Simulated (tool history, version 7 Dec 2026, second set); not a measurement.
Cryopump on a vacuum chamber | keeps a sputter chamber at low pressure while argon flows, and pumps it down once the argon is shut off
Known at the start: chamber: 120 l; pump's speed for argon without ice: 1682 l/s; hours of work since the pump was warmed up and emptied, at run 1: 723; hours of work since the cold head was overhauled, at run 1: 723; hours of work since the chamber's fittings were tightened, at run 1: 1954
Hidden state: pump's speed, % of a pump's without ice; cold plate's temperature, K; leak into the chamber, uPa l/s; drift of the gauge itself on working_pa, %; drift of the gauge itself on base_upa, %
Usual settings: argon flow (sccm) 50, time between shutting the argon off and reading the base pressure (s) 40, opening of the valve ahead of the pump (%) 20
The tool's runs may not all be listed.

run    day  argon flow (sccm)  time between shutting the argon off and reading the base pressure (s)  opening of the valve ahead of the pump (%)  hours of work since the pump was warmed up and emptied  hours of work since the cold head was overhauled  hours of work since the chamber's fittings were tightened  pressure while argon flows (Pa)  pressure after the wait (uPa)
  1      0                 50                                                                     40                                          20                                                     723                                               723                                                       1954                           0.2637                           4.91
  2   0.65                 50                                                                     40                                          51                                                     737                                               737                                                       1968                           0.1111                           5.08
  3  1.283                 50                                                                     40                                          51                                                     751                                               751                                                       1981                           0.1111                           5.04
  4  1.842                 50                                                                     40                                          51                                                     763                                               763                                                       1993                           0.1123                           5.01
  5  2.262                 50                                                                     40                                          51                                                     772                                               772                                                       2002                           0.1125                           5.13
  6  2.842                 50                                                                     40                                          51                                                     784                                               784                                                       2014                           0.1136                           4.95
  7  3.658                 50                                                                     40                                          20                                                     801                                               801                                                       2032                           0.2658                           4.99
  8  4.438                 50                                                                     40                                          23                                                     818                                               818                                                       2048                           0.2328                           5.47
  9   4.85                 73                                                                     40                                          48                                                     827                                               827                                                       2057                           0.1751                           5.26
 10  5.571                 48                                                                     40                                          19                                                     842                                               842                                                       2073                           0.2674                           5.32
 11  5.983                 48                                                                     40                                          19                                                     851                                               851                                                       2081                           0.2706                            5.2
 12  6.592                 69                                                                     40                                          33                                                     864                                               864                                                       2094                           0.2333                           5.33
      6.75  -- leaking fittings of the chamber tightened, without venting
     7.217  -- pump warmed up, emptied and cooled again
 13  7.446                 25                                                                     40                                          57                                                       5                                               876                                                         10                           0.0444                           2.12
 14  8.233                 54                                                                     44                                          30                                                      22                                               893                                                         27                           0.1805                           1.95
 15  8.596                 50                                                                    222                                          19                                                      29                                               900                                                         35                           0.2677                            0.6

5 ways to go on from here, each from the tool as it stands after run 15. What would each give?
  A  9.004                 72                                                                    222                                          19                                                      38                                               909                                                         44                                ?                              ?
  B  9.004                 50                                                                     40                                          35                                                      38                                               909                                                         44                                ?                              ?
  C  9.004                 23                                                                    188                                          57                                                      38                                               909                                                         44                                ?                              ?
  D  9.004                 50                                                                     71                                          35                                                      38                                               909                                                         44                                ?                              ?
  E  9.004                 50                                                                    295                                          20                                                      38                                               909                                                         44                                ?                              ?

run  pressure while argon flows (Pa)  pressure after the wait (uPa)
  A                           0.3842                           0.68
  B                           0.1451                           2.33
  C                           0.0409                           0.72
  D                           0.1444                           1.41
  E                           0.2512                           0.53
Without the tool's hidden state the same runs would have given:
run  pressure while argon flows (Pa)  pressure after the wait (uPa)
  A                           0.3825                           0.57
  B                            0.144                           2.22
  C                           0.0404                           0.61
  D                           0.1432                            1.3
  E                             0.25                           0.43
